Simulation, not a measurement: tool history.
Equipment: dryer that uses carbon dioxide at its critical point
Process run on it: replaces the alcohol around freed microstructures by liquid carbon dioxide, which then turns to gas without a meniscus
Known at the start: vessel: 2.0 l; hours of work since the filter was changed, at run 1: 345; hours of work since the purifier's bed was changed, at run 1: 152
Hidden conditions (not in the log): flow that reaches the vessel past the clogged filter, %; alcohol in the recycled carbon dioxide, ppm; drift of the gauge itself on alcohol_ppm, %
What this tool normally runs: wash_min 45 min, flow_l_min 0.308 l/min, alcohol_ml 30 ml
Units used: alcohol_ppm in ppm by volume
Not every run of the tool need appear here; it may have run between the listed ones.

run    day  wash_min  flow_l_min  alcohol_ml  hours of work since the filter was changed  hours of work since the purifier's bed was changed  alcohol_ppm
  1  0.000        45       0.308          30                                         345                                                 152           73
  2  0.721        45       0.308          30                                         357                                                 163           71
     1.262  -- inlet filter changed
  3  1.262        45       0.308          30                                           0                                                 171           47
  4  2.033        61       0.308          30                                          12                                                 184           19
  5  2.629        61       0.308          30                                          22                                                 193           32
  6  3.192        61       0.308          30                                          31                                                 202           27
  7  3.921        33       0.281          30                                          43                                                 214          256
  8  4.833        51       0.295         104                                          57                                                 229           92
  9  5.667        51       0.295         104                                          71                                                 242           95
 10  6.471        51       0.295         104                                          83                                                 255          104
 11  7.254        51       0.467          32                                          96                                                 267           30
 12  7.871        51       0.467          32                                         106                                                 277           36

Consider 4 possible next runs. They are alternatives, not a sequence: every one starts from the tool as it was left by run 12. What does each give?
  A  8.783        49       0.467          36                                         121                                                 292            ?
  B  8.783        31       0.447          44                                         121                                                 292            ?
  C  8.783        51       0.467          30                                         121                                                 292            ?
  D  8.783        65       0.418          32                                         121                                                 292            ?

run  alcohol_ppm
  A           32
  B           88
  C           39
  D           42
Had the tool no hidden state, the same runs would have come out as:
run  alcohol_ppm
  A            0
  B           45
  C            5
  D            8
